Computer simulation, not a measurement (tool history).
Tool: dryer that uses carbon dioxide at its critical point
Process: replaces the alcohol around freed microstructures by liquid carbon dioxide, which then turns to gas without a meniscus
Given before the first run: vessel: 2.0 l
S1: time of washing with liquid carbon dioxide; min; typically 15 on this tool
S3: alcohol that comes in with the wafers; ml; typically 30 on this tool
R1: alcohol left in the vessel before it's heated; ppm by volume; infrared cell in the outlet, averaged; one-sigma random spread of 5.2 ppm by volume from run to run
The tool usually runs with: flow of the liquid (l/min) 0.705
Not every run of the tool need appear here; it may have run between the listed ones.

{"run": 1, "day": 0.0, "S1": 15, "flow of the liquid (l/min)": 0.705, "S3": 30, "R1": 265}
{"run": 2, "day": 0.671, "S1": 15, "flow of the liquid (l/min)": 0.705, "S3": 30, "R1": 267}
{"run": 3, "day": 1.283, "S1": 15, "flow of the liquid (l/min)": 0.705, "S3": 30, "R1": 268}
{"run": 4, "day": 1.883, "S1": 21, "flow of the liquid (l/min)": 0.705, "S3": 30, "R1": 70}
{"run": 5, "day": 2.488, "S1": 21, "flow of the liquid (l/min)": 0.705, "S3": 30, "R1": 71}
{"run": 6, "day": 2.796, "S1": 15, "flow of the liquid (l/min)": 0.705, "S3": 94, "R1": 354}
{"run": 7, "day": 3.1, "S1": 15, "flow of the liquid (l/min)": 1.041, "S3": 94, "R1": 81}
{"run": 8, "day": 3.729, "S1": 15, "flow of the liquid (l/min)": 1.041, "S3": 94, "R1": 92}
{"run": 9, "day": 4.171, "S1": 15, "flow of the liquid (l/min)": 1.041, "S3": 94, "R1": 87}
{"run": 10, "day": 4.858, "S1": 14, "flow of the liquid (l/min)": 1.041, "S3": 94, "R1": 100}
{"run": 11, "day": 5.412, "S1": 14, "flow of the liquid (l/min)": 1.041, "S3": 94, "R1": 108}
{"run": 12, "day": 6.033, "S1": 15, "flow of the liquid (l/min)": 0.705, "S3": 110, "R1": 465}
{"run": 13, "day": 6.388, "S1": 15, "flow of the liquid (l/min)": 0.705, "S3": 30, "R1": 177}
{"run": 14, "day": 7.079, "S1": 15, "flow of the liquid (l/min)": 0.705, "S3": 30, "R1": 179}
{"run": 15, "day": 7.708, "S1": 15, "flow of the liquid (l/min)": 0.705, "S3": 30, "R1": 168}
{"run": 16, "day": 8.379, "S1": 15, "flow of the liquid (l/min)": 0.705, "S3": 30, "R1": 182}
{"run": 17, "day": 8.708, "S1": 15, "flow of the liquid (l/min)": 0.705, "S3": 30, "R1": 193}
{"run": 18, "day": 9.008, "S1": 15, "flow of the liquid (l/min)": 0.705, "S3": 30, "R1": 195}
{"run": 19, "day": 9.646, "S1": 15, "flow of the liquid (l/min)": 0.705, "S3": 30, "R1": 201}
{"run": 20, "day": 10.25, "S1": 15, "flow of the liquid (l/min)": 0.705, "S3": 30, "R1": 204}
{"run": 21, "day": 10.542, "S1": 15, "flow of the liquid (l/min)": 0.705, "S3": 30, "R1": 203}
{"run": 22, "day": 11.083, "S1": 15, "flow of the liquid (l/min)": 0.705, "S3": 30, "R1": 210}
{"run": 23, "day": 11.546, "S1": 15, "flow of the liquid (l/min)": 0.705, "S3": 30, "R1": 209}
{"run": 24, "day": 12.171, "S1": 15, "flow of the liquid (l/min)": 0.705, "S3": 30, "R1": 212}
{"run": 25, "day": 12.567, "S1": 15, "flow of the liquid (l/min)": 0.705, "S3": 78, "R1": 428}
{"run": 26, "day": 13.15, "S1": 15, "flow of the liquid (l/min)": 1.061, "S3": 88, "R1": 120}
{"run": 27, "day": 13.838, "S1": 15, "flow of the liquid (l/min)": 1.061, "S3": 88, "R1": 114}
{"run": 28, "day": 14.158, "S1": 15, "flow of the liquid (l/min)": 1.061, "S3": 88, "R1": 121}
{"run": 29, "day": 14.858, "S1": 15, "flow of the liquid (l/min)": 1.061, "S3": 88, "R1": 128}
{"run": 30, "day": 15.546, "S1": 15, "flow of the liquid (l/min)": 0.705, "S3": 60, "R1": 393}
{"run": 31, "day": 15.871, "S1": 9, "flow of the liquid (l/min)": 0.48, "S3": 34, "R1": 2800}
{"run": 32, "day": 16.271, "S1": 9, "flow of the liquid (l/min)": 0.48, "S3": 34, "R1": 2771}
{"run": 33, "day": 16.712, "S1": 9, "flow of the liquid (l/min)": 0.48, "S3": 34, "R1": 2760}
{"run": 34, "day": 17.25, "S1": 22, "flow of the liquid (l/min)": 0.709, "S3": 43, "R1": 134}
{"run": 35, "day": 17.842, "S1": 22, "flow of the liquid (l/min)": 0.709, "S3": 43, "R1": 129}
{"run": 36, "day": 18.496, "S1": 17, "flow of the liquid (l/min)": 0.709, "S3": 87, "R1": 348}
{"run": 37, "day": 18.829, "S1": 21, "flow of the liquid (l/min)": 0.705, "S3": 24, "R1": 138}
{"run": 38, "day": 19.471, "S1": 15, "flow of the liquid (l/min)": 0.705, "S3": 24, "R1": 230}
{"run": 39, "day": 19.821, "S1": 23, "flow of the liquid (l/min)": 0.705, "S3": 45, "R1": 136}
{"run": 40, "day": 20.5, "S1": 18, "flow of the liquid (l/min)": 1.104, "S3": 25, "R1": 122}
{"run": 41, "day": 20.8, "S1": 18, "flow of the liquid (l/min)": 1.104, "S3": 25, "R1": 128}
{"run": 42, "day": 21.142, "S1": 9, "flow of the liquid (l/min)": 1.04, "S3": 29, "R1": 358}
{"run": 43, "day": 21.733, "S1": 10, "flow of the liquid (l/min)": 0.598, "S3": 32, "R1": 1425}
{"run": 44, "day": 22.183, "S1": 10, "flow of the liquid (l/min)": 0.598, "S3": 32, "R1": 1371}
{"run": 45, "day": 22.742, "S1": 12, "flow of the liquid (l/min)": 0.785, "S3": 32, "R1": 415}
{"run": 46, "day": 23.425, "S1": 18, "flow of the liquid (l/min)": 0.433, "S3": 34, "R1": 842}

The log once held 1 entry between its listed runs, left out of this copy. Where does each go, and what is different about the tool's unlogged condition between the listed run before it and the listed run after it?
Logged between run 3 and run 4: inlet filter changed (day 1.433)
  flow that reaches the vessel past the clogged filter, %: 82.9 -> 99.5; alcohol in the recycled carbon dioxide, ppm: 51.9 -> 53.7
  what was measured, less what the result would be without the hidden state, R1: +171 -> +49 ppm by volume
